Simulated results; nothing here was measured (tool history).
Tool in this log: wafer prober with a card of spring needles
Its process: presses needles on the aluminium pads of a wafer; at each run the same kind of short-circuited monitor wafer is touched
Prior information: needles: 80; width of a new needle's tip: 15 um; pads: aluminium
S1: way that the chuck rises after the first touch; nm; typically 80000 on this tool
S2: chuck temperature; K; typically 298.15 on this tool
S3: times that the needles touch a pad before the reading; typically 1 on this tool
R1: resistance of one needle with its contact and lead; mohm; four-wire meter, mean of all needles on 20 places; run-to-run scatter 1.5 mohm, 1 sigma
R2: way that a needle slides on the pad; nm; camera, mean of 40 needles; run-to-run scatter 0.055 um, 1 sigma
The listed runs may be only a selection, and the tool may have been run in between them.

run,hour,S1,S2,S3,R1,R2
1,0.0,80000,298.15,1,152,19630
# hour 33.2: tips cleaned on abrasive film
# hour 64.3: tips cleaned on abrasive film
2,64.3,80000,298.15,2,149,19600
# hour 97.0: tips cleaned on abrasive film
# hour 130.5: tips cleaned on abrasive film
# hour 159.7: tips cleaned on abrasive film
3,166.0,80000,298.15,1,200,19490
# hour 194.4: tips cleaned on abrasive film
# hour 227.8: tips cleaned on abrasive film
4,241.3,80000,298.15,1,245,19400
# hour 262.1: tips cleaned on abrasive film
# hour 294.2: tips cleaned on abrasive film
5,315.5,80000,298.15,1,270,19320
# hour 329.2: tips cleaned on abrasive film
# hour 359.6: tips cleaned on abrasive film
# hour 390.4: tips cleaned on abrasive film
6,390.4,80000,298.15,1,149,19250
# hour 418.9: tips cleaned on abrasive film
# hour 439.8: height of the first contact set anew
# hour 454.1: tips cleaned on abrasive film
7,475.3,99000,298.15,1,240,24560
# hour 488.1: tips cleaned on abrasive film
# hour 518.6: tips cleaned on abrasive film
8,518.6,99000,298.15,1,149,24420
# hour 549.6: tips cleaned on abrasive film
9,573.5,80000,298.15,1,289,19720
# hour 578.6: tips cleaned on abrasive film
# hour 609.7: tips cleaned on abrasive film
# hour 643.9: tips cleaned on abrasive film
10,659.6,80000,389.15,1,263,19740
# hour 673.9: tips cleaned on abrasive film
# hour 702.6: tips cleaned on abrasive film
11,702.6,80000,389.15,1,175,19530
# hour 735.7: tips cleaned on abrasive film
# hour 764.5: tips cleaned on abrasive film
12,773.6,80000,389.15,1,241,19510
# hour 794.5: tips cleaned on abrasive film
# hour 824.1: tips cleaned on abrasive film
13,824.1,80000,389.15,1,171,19560
# hour 853.8: tips cleaned on abrasive film
# hour 882.8: tips cleaned on abrasive film
# hour 916.1: tips cleaned on abrasive film
14,921.8,80000,389.15,1,209,19430
# hour 945.1: tips cleaned on abrasive film
# hour 976.8: tips cleaned on abrasive film
15,998.5,67000,340.15,2,280,16140
# hour 1005.7: tips cleaned on abrasive film
# hour 1038.9: tips cleaned on abrasive film
16,1054.6,70000,314.15,2,258,16770
# hour 1068.8: tips cleaned on abrasive film
# hour 1103.3: tips cleaned on abrasive film
17,1118.2,70000,314.15,2,250,16770
# hour 1132.5: tips cleaned on abrasive film
# hour 1165.4: tips cleaned on abrasive film
# hour 1165.7: height of the first contact set anew
18,1192.5,70000,314.15,2,273,17350
# hour 1197.2: tips cleaned on abrasive film
# hour 1231.1: tips cleaned on abrasive film
19,1245.0,87000,301.15,1,243,21600
# hour 1266.4: tips cleaned on abrasive film
# hour 1296.7: tips cleaned on abrasive film
20,1312.0,87000,342.15,1,243,21540
# hour 1330.3: tips cleaned on abrasive film
# hour 1360.9: tips cleaned on abrasive film
# hour 1393.2: tips cleaned on abrasive film
21,1403.2,87000,342.15,1,237,21490
# hour 1423.2: tips cleaned on abrasive film
22,1451.1,87000,342.15,1,286,21310
# hour 1458.3: tips cleaned on abrasive film
# hour 1487.6: tips cleaned on abrasive film
23,1509.7,89000,298.15,1,283,21760
# hour 1521.8: tips cleaned on abrasive film
# hour 1551.5: tips cleaned on abrasive film
# hour 1581.0: tips cleaned on abrasive film
24,1581.0,64000,298.15,2,163,15530
# hour 1612.0: tips cleaned on abrasive film
# hour 1645.8: tips cleaned on abrasive film
25,1674.0,79000,324.15,1,323,19210
# hour 1681.2: tips cleaned on abrasive film
# hour 1715.1: tips cleaned on abrasive film
26,1740.3,83000,333.15,3,207,20120

Forecast each of these 5 alternatives for the next run:
# hour 1744.8: tips cleaned on abrasive film
# hour 1779.4: tips cleaned on abrasive film
# hour 1810.6: tips cleaned on abrasive film
A,1810.6,85000,298.15,2,?,?
# hour 1744.8: tips cleaned on abrasive film
# hour 1779.4: tips cleaned on abrasive film
# hour 1810.6: tips cleaned on abrasive film
B,1810.6,80000,305.15,3,?,?
# hour 1744.8: tips cleaned on abrasive film
# hour 1779.4: tips cleaned on abrasive film
# hour 1810.6: tips cleaned on abrasive film
C,1810.6,73000,381.15,2,?,?
# hour 1744.8: tips cleaned on abrasive film
# hour 1779.4: tips cleaned on abrasive film
# hour 1810.6: tips cleaned on abrasive film
D,1810.6,83000,333.15,2,?,?
# hour 1744.8: tips cleaned on abrasive film
# hour 1779.4: tips cleaned on abrasive film
# hour 1810.6: tips cleaned on abrasive film
E,1810.6,79000,317.15,2,?,?

run,R1,R2
A,149,20430
B,150,19290
C,169,17520
D,155,20000
E,152,19100
With no hidden state in the tool, these same runs would have given:
run,R1,R2
A,139,21020
B,142,19880
C,156,18110
D,145,20590
E,141,19690
